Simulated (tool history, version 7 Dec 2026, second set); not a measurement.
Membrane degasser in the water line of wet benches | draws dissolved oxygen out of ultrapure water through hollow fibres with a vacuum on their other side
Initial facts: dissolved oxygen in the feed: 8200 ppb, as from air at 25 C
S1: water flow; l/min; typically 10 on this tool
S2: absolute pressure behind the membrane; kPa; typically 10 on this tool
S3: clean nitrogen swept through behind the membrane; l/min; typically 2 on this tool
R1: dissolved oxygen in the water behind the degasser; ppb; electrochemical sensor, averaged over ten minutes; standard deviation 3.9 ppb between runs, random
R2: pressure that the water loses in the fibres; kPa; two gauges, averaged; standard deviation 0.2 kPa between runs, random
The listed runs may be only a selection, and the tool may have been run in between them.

run    hour  S1    S2    S3     R1     R2
  1       0  10    10     2  400.8  43.34
  2   138.8  10    10     2  398.4   43.4
  3   258.4  10    10     2  392.5  43.41
  4   391.2  10    10     2  404.3  43.94
  5   453.4  10   9.5     2  397.8  43.36
  6   593.2  10   9.5     2  394.4  43.96
  7   701.8  10    10  5.79  349.2  43.73
  8   818.1  10    10  5.79    351  43.46
  9   900.5  10    10  5.79  354.8  43.53
 10  1020.1  10    10  5.79  354.7  43.66
 11  1120.5  10    10     2  407.3  43.91
 12  1191.9  10    10  1.52  427.2  43.75
 13  1288.6  11    10  5.87  396.9  48.58
 14  1434.6  11    10  5.87  395.3  48.45
 15  1513.8   7    10  3.18  244.5  30.91
 16  1630.6   9    10     3  335.1   39.3
 17  1703.2   9    10     3  334.3  39.58
     1779.9  -- vacuum gauge calibrated
 18  1820.7   9    10     3  339.8  39.75
 19    1880   9    10     3  334.9  39.91
 20  2018.7  13   8.7     2  531.8  57.27
 21  2140.5  13   8.7     2  527.3  57.51
 22  2260.9  13  15.7  2.59  587.8  57.32
 23  2395.2   7    10     2  272.1  30.96

3 options for the next run, each taken on its own from the tool as it stands now. Forecast them:
  A  2503.7  10   10  1.14   ?   ?
  B  2503.7  10  9.4   2.1   ?   ?
  C  2503.7  15   10  5.35   ?   ?

run     R1     R2
  A  472.7  44.21
  B  398.3  44.13
  C  563.4  66.24
Without the tool's hidden state the same runs would have given:
run     R1     R2
  A  443.9  43.22
  B  372.1  43.14
  C  530.3  64.75
